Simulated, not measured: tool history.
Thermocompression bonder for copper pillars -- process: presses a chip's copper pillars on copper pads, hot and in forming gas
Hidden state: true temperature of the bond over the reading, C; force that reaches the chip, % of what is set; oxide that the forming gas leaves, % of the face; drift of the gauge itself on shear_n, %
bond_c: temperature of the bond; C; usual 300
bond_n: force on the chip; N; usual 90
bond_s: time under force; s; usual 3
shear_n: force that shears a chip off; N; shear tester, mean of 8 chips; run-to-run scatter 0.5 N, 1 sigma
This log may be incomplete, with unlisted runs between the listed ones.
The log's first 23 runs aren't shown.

run	hour	bond_c	bond_n	bond_s	hours of work since the heater was calibrated	hours of work since the force cell was calibrated	hours of work since the gas filter was changed	shear_n
24	1319	296	66	3	526	966	43	36.9
25	1397.3	300	111	4	563	1003	79	53.7
26	1442.5	300	111	4	584	1024	101	53
27	1508	287	74	4	615	1055	131	39
28	1566.3	317	90	3	643	1082	159	52.2
29	1609.1	328	67	3	663	1102	179	50.4
30	1678.8	319	109	2	696	1135	212	49
# hour 1733: forming gas filter changed
31	1733	322	69	2	721	1160	0	41.2
# hour 1781.3: heater calibrated with a thermocouple chip
32	1812.9	322	69	2	15	1197	37	41.2
33	1882.6	300	61	3	48	1230	69	36.6
34	1963	300	61	3	85	1268	107	36.8
35	2001	300	61	3	103	1286	125	37
36	2058.9	276	112	2	131	1313	152	31.9
37	2121.1	291	90	4	160	1342	182	44.5
38	2189.9	296	103	7	192	1374	214	60.6
# hour 2235.9: forming gas filter changed
39	2270.3	304	66	2	230	1412	16	33.8

Here are 4 independent what-if runs from the current tool condition. What would each one return?
A	2306.7	295	99	2	247	1429	33	?
B	2306.7	298	101	7	247	1429	33	?
C	2306.7	279	55	3	247	1429	33	?
D	2306.7	300	90	4	247	1429	33	?

run	shear_n
A	37.4
B	60.9
C	27.3
D	49.3
Take away the tool's hidden state, keep each run's random variation, and the runs would have read:
run	shear_n
A	37.5
B	61.1
C	27.4
D	49.5
